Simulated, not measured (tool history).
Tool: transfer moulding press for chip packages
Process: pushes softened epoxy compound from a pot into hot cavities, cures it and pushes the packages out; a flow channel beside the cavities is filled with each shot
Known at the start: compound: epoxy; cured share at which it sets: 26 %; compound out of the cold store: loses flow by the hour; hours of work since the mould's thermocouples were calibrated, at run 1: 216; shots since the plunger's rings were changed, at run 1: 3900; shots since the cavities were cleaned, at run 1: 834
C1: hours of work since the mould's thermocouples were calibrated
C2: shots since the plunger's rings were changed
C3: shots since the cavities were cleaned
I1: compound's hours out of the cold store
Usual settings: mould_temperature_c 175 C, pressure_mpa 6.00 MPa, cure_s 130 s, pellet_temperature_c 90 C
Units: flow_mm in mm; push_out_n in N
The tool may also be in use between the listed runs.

Run 1, hour 0.0: usual settings; C1 216; C2 3900; C3 834; I1 15.2. Result: flow_mm 742 mm, push_out_n 835 N.
At hour 11.2: cavities cleaned with cleaning compound and waxed.
Run 2, hour 16.8: usual settings; C1 224; C2 4024; C3 45; I1 18.6. Result: flow_mm 737 mm, push_out_n 615 N.
Run 3, hour 34.1: usual settings but mould_temperature_c 172 C; C1 233; C2 4165; C3 186; I1 12.7. Result: flow_mm 758 mm, push_out_n 848 N.
At hour 41.5: plunger's sealing rings changed.
Run 4, hour 61.8: usual settings but mould_temperature_c 172 C; C1 247; C2 164; C3 390; I1 23.3. Result: flow_mm 791 mm, push_out_n 931 N.
Run 5, hour 73.7: usual settings but mould_temperature_c 172 C; C1 253; C2 261; C3 487; I1 27.5. Result: flow_mm 779 mm, push_out_n 944 N.
Run 6, hour 95.0: usual settings but mould_temperature_c 172 C; C1 264; C2 434; C3 660; I1 10.0. Result: flow_mm 825 mm, push_out_n 1016 N.
Run 7, hour 117.9: usual settings but mould_temperature_c 172 C; C1 276; C2 620; C3 846; I1 37.8. Result: flow_mm 749 mm, push_out_n 941 N.
At hour 128.8: cavities cleaned with cleaning compound and waxed.
Run 8, hour 139.5: usual settings but mould_temperature_c 172 C; C1 287; C2 783; C3 87; I1 31.0. Result: flow_mm 768 mm, push_out_n 759 N.
Run 9, hour 164.3: usual settings; C1 300; C2 984; C3 288; I1 12.8. Result: flow_mm 792 mm, push_out_n 759 N.
Run 10, hour 175.0: usual settings; C1 306; C2 1071; C3 375; I1 8.1. Result: flow_mm 797 mm, push_out_n 764 N.
Run 11, hour 199.3: usual settings; C1 318; C2 1268; C3 572; I1 20.2. Result: flow_mm 766 mm, push_out_n 805 N.
Run 12, hour 220.6: usual settings but mould_temperature_c 180 C, pressure_mpa 6.54 MPa, pellet_temperature_c 94 C; C1 330; C2 1442; C3 746; I1 28.6. Result: flow_mm 752 mm, push_out_n 681 N.
Run 13, hour 231.9: usual settings but mould_temperature_c 174 C, cure_s 169 s, pellet_temperature_c 96 C; C1 336; C2 1533; C3 837; I1 44.7. Result: flow_mm 711 mm, push_out_n 685 N.
At hour 243.8: cavities cleaned with cleaning compound and waxed.
Run 14, hour 258.5: usual settings but mould_temperature_c 174 C, pressure_mpa 6.04 MPa, cure_s 169 s, pellet_temperature_c 87 C; C1 349; C2 1737; C3 120; I1 46.0. Result: flow_mm 705 mm, push_out_n 544 N.
Run 15, hour 282.5: usual settings but mould_temperature_c 174 C, pressure_mpa 6.04 MPa, cure_s 169 s, pellet_temperature_c 87 C; C1 361; C2 1931; C3 314; I1 17.0. Result: flow_mm 777 mm, push_out_n 620 N.
Run 16, hour 293.8: usual settings but mould_temperature_c 180 C, pressure_mpa 6.33 MPa; C1 367; C2 2023; C3 406; I1 20.6. Result: flow_mm 750 mm, push_out_n 634 N.
Run 17, hour 318.0: usual settings but mould_temperature_c 180 C, pressure_mpa 6.33 MPa, pellet_temperature_c 94 C; C1 380; C2 2219; C3 602; I1 11.7. Result: flow_mm 776 mm, push_out_n 701 N.
Run 18, hour 338.3: usual settings but mould_temperature_c 181 C, pressure_mpa 4.57 MPa, cure_s 140 s, pellet_temperature_c 80 C; C1 391; C2 2385; C3 768; I1 35.9. Result: flow_mm 606 mm, push_out_n 658 N.
At hour 357.5: cavities cleaned with cleaning compound and waxed.
Run 19, hour 357.5: usual settings but mould_temperature_c 182 C, pressure_mpa 4.78 MPa, cure_s 162 s, pellet_temperature_c 96 C; C1 400; C2 2528; C3 0; I1 41.1. Result: flow_mm 601 mm, push_out_n 463 N.
Run 20, hour 378.0: usual settings but pressure_mpa 5.16 MPa, cure_s 140 s; C1 411; C2 2695; C3 167; I1 22.2. Result: flow_mm 691 mm, push_out_n 606 N.
Run 21, hour 390.6: usual settings but pressure_mpa 5.16 MPa, cure_s 140 s; C1 418; C2 2797; C3 269; I1 22.0. Result: flow_mm 687 mm, push_out_n 674 N.

How the hidden state differs across the entries between the runs, from the last listed run before each to the first after it:
Between runs 1 and 2: cavities cleaned with cleaning compound and waxed (hour 11.2)
  true mould temperature over the reading, C: 0.07 -> 0.09; pressure that reaches the compound, % of what is set: 86.53 -> 86.12; grip of the stained cavities, % over clean ones': 49.3 -> 7.2
  measured less the result without the state, flow_mm: -56 -> -58 mm; push_out_n: +275 -> +39 N
Between runs 3 and 4: plunger's sealing rings changed (hour 41.5)
  true mould temperature over the reading, C: 0.1 -> 0.12; pressure that reaches the compound, % of what is set: 85.61 -> 98.79; grip of the stained cavities, % over clean ones': 23.9 -> 37.7
  measured less the result without the state, flow_mm: -62 -> -5 mm; push_out_n: +159 -> +248 N
Between runs 7 and 8: cavities cleaned with cleaning compound and waxed (hour 128.8)
  true mould temperature over the reading, C: 0.16 -> 0.17; pressure that reaches the compound, % of what is set: 97.16 -> 96.6; grip of the stained cavities, % over clean ones': 48.3 -> 15
  measured less the result without the state, flow_mm: -12 -> -14 mm; push_out_n: +302 -> +90 N
Between runs 13 and 14: cavities cleaned with cleaning compound and waxed (hour 243.8)
  true mould temperature over the reading, C: 0.24 -> 0.26; pressure that reaches the compound, % of what is set: 94.04 -> 93.31; grip of the stained cavities, % over clean ones': 48.2 -> 19
  measured less the result without the state, flow_mm: -24 -> -26 mm; push_out_n: +221 -> +85 N
Between runs 18 and 19: cavities cleaned with cleaning compound and waxed (hour 357.5)
  true mould temperature over the reading, C: 0.32 -> 0.34; pressure that reaches the compound, % of what is set: 91.04 -> 90.52; grip of the stained cavities, % over clean ones': 47.4 -> 0.7
  measured less the result without the state, flow_mm: -30 -> -32 mm; push_out_n: +210 -> +3 N
